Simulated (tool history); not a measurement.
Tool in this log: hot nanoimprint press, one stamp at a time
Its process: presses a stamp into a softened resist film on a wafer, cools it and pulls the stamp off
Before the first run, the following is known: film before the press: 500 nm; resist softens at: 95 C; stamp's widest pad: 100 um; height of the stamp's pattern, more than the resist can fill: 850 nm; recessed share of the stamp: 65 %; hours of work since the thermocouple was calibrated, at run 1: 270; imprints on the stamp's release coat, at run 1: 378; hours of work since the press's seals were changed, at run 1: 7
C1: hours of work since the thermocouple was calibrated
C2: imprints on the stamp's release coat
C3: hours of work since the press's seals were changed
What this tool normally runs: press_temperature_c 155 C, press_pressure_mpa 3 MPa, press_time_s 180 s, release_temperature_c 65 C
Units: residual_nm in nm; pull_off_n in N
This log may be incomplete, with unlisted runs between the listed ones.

Run 1, hour 0: usual settings; C1 270; C2 378; C3 7. Result: residual_nm 282.6 nm, pull_off_n 174 N.
Run 2, hour 34.4: usual settings but press_pressure_mpa 3.73 MPa; C1 293; C2 454; C3 30. Result: residual_nm 252.8 nm, pull_off_n 173 N.
Run 3, hour 65.3: usual settings but press_pressure_mpa 3.73 MPa, press_time_s 227 s; C1 314; C2 523; C3 50. Result: residual_nm 234.1 nm, pull_off_n 181 N.
Run 4, hour 122.7: usual settings but press_pressure_mpa 2.68 MPa, press_time_s 227 s; C1 351; C2 651; C3 88. Result: residual_nm 277.9 nm, pull_off_n 182 N.
Run 5, hour 181.8: usual settings but press_pressure_mpa 2.68 MPa, press_time_s 227 s; C1 390; C2 782; C3 127. Result: residual_nm 275.4 nm, pull_off_n 183 N.
Run 6, hour 237.4: usual settings but press_pressure_mpa 2.68 MPa, press_time_s 227 s; C1 427; C2 905; C3 164. Result: residual_nm 274.8 nm, pull_off_n 191 N.
Run 7, hour 293.9: usual settings but press_pressure_mpa 2.68 MPa, press_time_s 227 s; C1 464; C2 1031; C3 201. Result: residual_nm 271.6 nm, pull_off_n 191 N.
Run 8, hour 326.1: usual settings but press_pressure_mpa 2.68 MPa, press_time_s 227 s; C1 486; C2 1102; C3 222. Result: residual_nm 273.4 nm, pull_off_n 191 N.
At hour 352.8: plate thermocouple calibrated.
Run 9, hour 354.5: usual settings but press_pressure_mpa 2.68 MPa, press_time_s 227 s; C1 1; C2 1158; C3 239. Result: residual_nm 295.8 nm, pull_off_n 195 N.
Run 10, hour 385: usual settings but press_pressure_mpa 2.68 MPa, press_time_s 227 s; C1 21; C2 1226; C3 259. Result: residual_nm 294.2 nm, pull_off_n 201 N.

Each row is a separate what-if for the run after 10, all from the same tool condition, not one after another. Results?
Run A, hour 436.8: usual settings but press_temperature_c 146 C, press_pressure_mpa 3.38 MPa, release_temperature_c 59 C; C1 55; C2 1341; C3 293. Result: residual_nm ?, pull_off_n ?.
Run B, hour 436.8: usual settings but press_temperature_c 150 C; C1 55; C2 1341; C3 293. Result: residual_nm ?, pull_off_n ?.
Run C, hour 436.8: usual settings but press_temperature_c 165 C, release_temperature_c 68 C; C1 55; C2 1341; C3 293. Result: residual_nm ?, pull_off_n ?.
Run D, hour 436.8: usual settings but press_temperature_c 164 C; C1 55; C2 1341; C3 293. Result: residual_nm ?, pull_off_n ?.

run  residual_nm  pull_off_n
  A        403.4         222
  B        367.6         203
  C        185.4         193
  D        192.4         208
The same runs, with their run-to-run variation unchanged, on a tool lacking any hidden condition would have given:
run  residual_nm  pull_off_n
  A        402.3         180
  B        366.5         164
  C          184         157
  D          191         169

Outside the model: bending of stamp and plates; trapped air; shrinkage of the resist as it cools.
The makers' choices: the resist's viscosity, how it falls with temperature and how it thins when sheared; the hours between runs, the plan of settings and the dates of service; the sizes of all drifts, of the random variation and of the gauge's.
